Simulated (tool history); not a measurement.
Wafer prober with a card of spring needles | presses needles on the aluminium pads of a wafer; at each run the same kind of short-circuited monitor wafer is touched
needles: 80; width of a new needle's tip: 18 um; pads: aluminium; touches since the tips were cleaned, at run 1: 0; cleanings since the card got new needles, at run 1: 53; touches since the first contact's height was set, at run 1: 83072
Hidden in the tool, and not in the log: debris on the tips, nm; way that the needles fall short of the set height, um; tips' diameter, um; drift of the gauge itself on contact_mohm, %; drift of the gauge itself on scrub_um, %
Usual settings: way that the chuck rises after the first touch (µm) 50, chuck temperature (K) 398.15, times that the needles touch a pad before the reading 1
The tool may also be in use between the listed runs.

run	day	way that the chuck rises after the first touch (µm)	chuck temperature (K)	times that the needles touch a pad before the reading	touches since the tips were cleaned	cleanings since the card got new needles	touches since the first contact's height was set	resistance of one needle with its contact and lead (mohm)	way that a needle slides on the pad (µm)
1	0.000	50	398.15	1	0	53	83072	146	9.035
# day 0.171: height of the first contact set anew
# day 0.654: tips cleaned on abrasive film
# day 1.454: tips cleaned on abrasive film
2	2.062	49	398.15	1	5341	55	16462	148	8.842
# day 2.229: tips cleaned on abrasive film
# day 2.867: tips cleaned on abrasive film
# day 3.508: tips cleaned on abrasive film
3	3.900	49	398.15	1	3427	58	32400	144	8.853
# day 4.225: tips cleaned on abrasive film
# day 4.862: tips cleaned on abrasive film
# day 5.662: tips cleaned on abrasive film
# day 6.462: tips cleaned on abrasive film
# day 7.188: tips cleaned on abrasive film
4	7.188	49	398.15	1	0	63	60918	147	8.825
# day 7.988: tips cleaned on abrasive film
# day 8.629: tips cleaned on abrasive film
# day 9.425: tips cleaned on abrasive film
# day 9.917: height of the first contact set anew
5	9.992	49	319.15	1	4819	66	648	133	8.806
# day 10.154: tips cleaned on abrasive film
# day 10.954: tips cleaned on abrasive film
# day 11.596: tips cleaned on abrasive film
6	11.821	50	398.15	1	1971	69	16516	146	9.006
# day 12.300: tips cleaned on abrasive film
# day 12.942: tips cleaned on abrasive film
# day 13.583: tips cleaned on abrasive film
7	13.996	50	398.15	1	3603	72	35410	145	8.989
# day 14.317: tips cleaned on abrasive film
# day 14.958: tips cleaned on abrasive film
# day 15.758: tips cleaned on abrasive film
# day 16.400: tips cleaned on abrasive film
8	16.492	50	398.15	1	823	76	57079	145	8.982
# day 17.133: tips cleaned on abrasive film
# day 17.775: tips cleaned on abrasive film
# day 18.417: tips cleaned on abrasive film
# day 19.212: tips cleaned on abrasive film
# day 19.704: height of the first contact set anew
# day 19.867: tips cleaned on abrasive film
9	20.467	31	398.15	1	5225	81	6615	168	5.552
# day 20.629: tips cleaned on abrasive film
# day 21.271: tips cleaned on abrasive film
# day 22.071: tips cleaned on abrasive film
# day 22.871: tips cleaned on abrasive film
10	23.067	50	398.15	2	1706	85	29173	143	8.973
# day 23.546: tips cleaned on abrasive film
# day 24.346: tips cleaned on abrasive film
11	24.850	50	398.15	1	4396	87	44690	146	8.959
# day 25.012: tips cleaned on abrasive film
# day 25.654: tips cleaned on abrasive film
# day 26.454: tips cleaned on abrasive film
# day 27.254: tips cleaned on abrasive film
12	27.817	50	397.15	1	4947	91	70485	149	8.950
# day 27.983: tips cleaned on abrasive film
# day 28.621: tips cleaned on abrasive film
# day 29.421: tips cleaned on abrasive film
# day 29.433: height of the first contact set anew
# day 30.075: tips cleaned on abrasive film
# day 30.875: tips cleaned on abrasive film
13	31.475	50	398.15	1	5252	96	17764	145	8.939
# day 31.642: tips cleaned on abrasive film
# day 32.279: tips cleaned on abrasive film
# day 33.079: tips cleaned on abrasive film
# day 33.721: tips cleaned on abrasive film
# day 34.521: tips cleaned on abrasive film
14	34.804	49	329.15	1	2476	101	46653	136	8.764
# day 35.288: tips cleaned on abrasive film
# day 36.088: tips cleaned on abrasive film
15	36.429	49	329.15	1	3009	103	60784	133	8.753
# day 36.754: tips cleaned on abrasive film
# day 37.554: tips cleaned on abrasive film
# day 38.192: tips cleaned on abrasive film
# day 38.833: tips cleaned on abrasive film
# day 39.167: height of the first contact set anew
# day 39.488: tips cleaned on abrasive film
16	39.488	49	329.15	1	0	108	2788	133	8.752
# day 40.279: tips cleaned on abrasive film
# day 41.079: tips cleaned on abrasive film
# day 41.879: tips cleaned on abrasive film
# day 42.521: tips cleaned on abrasive film
17	42.825	49	329.15	2	2633	112	31776	133	8.720
# day 43.304: tips cleaned on abrasive film
# day 44.104: tips cleaned on abrasive film
# day 44.746: tips cleaned on abrasive film
# day 45.546: tips cleaned on abrasive film
# day 46.183: tips cleaned on abrasive film
18	46.358	30	343.15	2	1510	117	62474	160	5.324
# day 46.842: tips cleaned on abrasive film
# day 47.642: tips cleaned on abrasive film
# day 48.279: tips cleaned on abrasive film
# day 48.929: height of the first contact set anew
# day 49.062: tips cleaned on abrasive film
19	49.062	62	302.15	2	0	121	1131	121	11.006
# day 49.704: tips cleaned on abrasive film
# day 50.504: tips cleaned on abrasive film
# day 51.304: tips cleaned on abrasive film
20	51.350	45	302.15	2	411	124	21004	132	7.985
# day 51.992: tips cleaned on abrasive film
# day 52.633: tips cleaned on abrasive film
# day 53.271: tips cleaned on abrasive film
# day 53.912: tips cleaned on abrasive film
21	54.304	62	340.15	2	3430	128	46677	127	10.995
# day 54.629: tips cleaned on abrasive film
# day 55.429: tips cleaned on abrasive film
# day 56.071: tips cleaned on abrasive film
22	56.608	46	340.15	2	4707	131	66677	138	8.165
# day 56.771: tips cleaned on abrasive film
# day 57.571: tips cleaned on abrasive film
# day 58.212: tips cleaned on abrasive film
# day 58.700: height of the first contact set anew
# day 59.025: tips cleaned on abrasive film
# day 59.667: tips cleaned on abrasive film
23	59.842	44	308.15	2	1533	136	9874	132	7.798
# day 60.321: tips cleaned on abrasive film
# day 60.962: tips cleaned on abrasive film
24	61.558	36	309.15	2	5194	138	24798	140	6.378
# day 61.721: tips cleaned on abrasive film
# day 62.362: tips cleaned on abrasive film
# day 63.000: tips cleaned on abrasive film
# day 63.800: tips cleaned on abrasive film
# day 64.442: tips cleaned on abrasive film
25	64.892	36	309.15	2	3940	143	53760	140	6.368

4 ways to go on from here, each from the tool as it stands after run 25. What would each give?
# day 65.217: tips cleaned on abrasive film
# day 66.017: tips cleaned on abrasive film
# day 66.817: tips cleaned on abrasive film
A	66.988	50	369.15	1	1517	146	71959	?	?
# day 65.217: tips cleaned on abrasive film
# day 66.017: tips cleaned on abrasive film
# day 66.817: tips cleaned on abrasive film
B	66.988	50	398.15	1	1517	146	71959	?	?
# day 65.217: tips cleaned on abrasive film
# day 66.017: tips cleaned on abrasive film
# day 66.817: tips cleaned on abrasive film
C	66.988	35	309.15	2	1517	146	71959	?	?
# day 65.217: tips cleaned on abrasive film
# day 66.017: tips cleaned on abrasive film
# day 66.817: tips cleaned on abrasive film
D	66.988	52	370.15	2	1517	146	71959	?	?

run	resistance of one needle with its contact and lead (mohm)	way that a needle slides on the pad (µm)
A	141	8.837
B	145	8.838
C	140	6.191
D	141	9.198
Without the tool's hidden state the same runs would have given:
run	resistance of one needle with its contact and lead (mohm)	way that a needle slides on the pad (µm)
A	141	9.030
B	144	9.030
C	140	6.325
D	141	9.398
